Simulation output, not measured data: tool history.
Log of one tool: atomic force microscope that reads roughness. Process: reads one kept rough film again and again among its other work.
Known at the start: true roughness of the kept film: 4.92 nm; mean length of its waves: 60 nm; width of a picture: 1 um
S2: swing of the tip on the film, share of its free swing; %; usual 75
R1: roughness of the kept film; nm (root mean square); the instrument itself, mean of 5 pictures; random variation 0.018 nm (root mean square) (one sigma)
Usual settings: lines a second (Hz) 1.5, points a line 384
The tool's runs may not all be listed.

{"run": 1, "hour": 0.0, "lines a second (Hz)": 1.5, "S2": 75, "points a line": 384, "R1": 4.29}
{"run": 2, "hour": 67.8, "lines a second (Hz)": 1.5, "S2": 78, "points a line": 384, "R1": 3.971}
{"run": 3, "hour": 126.7, "lines a second (Hz)": 1.5, "S2": 78, "points a line": 384, "R1": 3.812}
{"hour": 132.4, "done": "new tip fitted"}
{"run": 4, "hour": 182.9, "lines a second (Hz)": 1.5, "S2": 78, "points a line": 384, "R1": 4.082}
{"run": 5, "hour": 242.1, "lines a second (Hz)": 1.5, "S2": 75, "points a line": 384, "R1": 3.938}
{"hour": 265.0, "done": "new tip fitted"}
{"run": 6, "hour": 304.3, "lines a second (Hz)": 1.5, "S2": 75, "points a line": 384, "R1": 4.144}
{"run": 7, "hour": 360.1, "lines a second (Hz)": 1.5, "S2": 75, "points a line": 384, "R1": 3.954}
{"hour": 401.7, "done": "new tip fitted"}
{"run": 8, "hour": 415.0, "lines a second (Hz)": 1.5, "S2": 75, "points a line": 384, "R1": 4.243}
{"run": 9, "hour": 459.7, "lines a second (Hz)": 1.5, "S2": 75, "points a line": 384, "R1": 4.083}
{"run": 10, "hour": 505.1, "lines a second (Hz)": 1.5, "S2": 75, "points a line": 384, "R1": 3.911}
{"hour": 509.7, "done": "height scale calibrated on a step standard"}
{"hour": 535.6, "done": "new tip fitted"}
{"run": 11, "hour": 568.2, "lines a second (Hz)": 1.5, "S2": 75, "points a line": 384, "R1": 4.14}
{"run": 12, "hour": 609.4, "lines a second (Hz)": 1.5, "S2": 75, "points a line": 384, "R1": 3.964}
{"run": 13, "hour": 638.7, "lines a second (Hz)": 1.62, "S2": 86, "points a line": 351, "R1": 3.623}
{"hour": 655.1, "done": "height scale calibrated on a step standard, once more"}
{"hour": 669.8, "done": "new tip fitted"}
{"run": 14, "hour": 704.7, "lines a second (Hz)": 1.62, "S2": 86, "points a line": 351, "R1": 3.953}
{"run": 15, "hour": 763.6, "lines a second (Hz)": 1.52, "S2": 56, "points a line": 977, "R1": 4.233}
{"hour": 803.1, "done": "new tip fitted"}
{"run": 16, "hour": 817.3, "lines a second (Hz)": 1.52, "S2": 56, "points a line": 977, "R1": 4.556}
{"run": 17, "hour": 869.9, "lines a second (Hz)": 1.52, "S2": 56, "points a line": 977, "R1": 4.339}
{"run": 18, "hour": 934.1, "lines a second (Hz)": 3.19, "S2": 66, "points a line": 315, "R1": 3.805}
{"hour": 937.4, "done": "new tip fitted"}
{"run": 19, "hour": 986.6, "lines a second (Hz)": 0.86, "S2": 66, "points a line": 662, "R1": 4.391}
{"run": 20, "hour": 1039.2, "lines a second (Hz)": 1.5, "S2": 84, "points a line": 391, "R1": 3.787}
{"hour": 1071.5, "done": "new tip fitted"}
{"run": 21, "hour": 1071.5, "lines a second (Hz)": 1.5, "S2": 74, "points a line": 478, "R1": 4.348}
{"run": 22, "hour": 1109.9, "lines a second (Hz)": 1.5, "S2": 71, "points a line": 263, "R1": 4.228}
{"run": 23, "hour": 1161.2, "lines a second (Hz)": 1.96, "S2": 75, "points a line": 384, "R1": 3.897}

Measured less the same run without the tool's hidden state. The same run-to-run variation is in both; the gauge's scatter may not be:
The hidden state here: radius of the tip, nm; height scale over the true one, %; drift of the gauge itself on roughness_nm, %.
run=1 R1=-0.062
run=2 R1=-0.309
run=3 R1=-0.49
run=4 R1=-0.237
run=5 R1=-0.449
run=6 R1=-0.217
run=7 R1=-0.417
run=8 R1=-0.122
run=9 R1=-0.283
run=10 R1=-0.432
run=11 R1=-0.23
run=12 R1=-0.385
run=13 R1=-0.458
run=14 R1=-0.141
run=15 R1=-0.388
run=16 R1=-0.06
run=17 R1=-0.265
run=18 R1=-0.459
run=19 R1=-0.211
run=20 R1=-0.371
run=21 R1=-0.026
run=22 R1=-0.183
run=23 R1=-0.35

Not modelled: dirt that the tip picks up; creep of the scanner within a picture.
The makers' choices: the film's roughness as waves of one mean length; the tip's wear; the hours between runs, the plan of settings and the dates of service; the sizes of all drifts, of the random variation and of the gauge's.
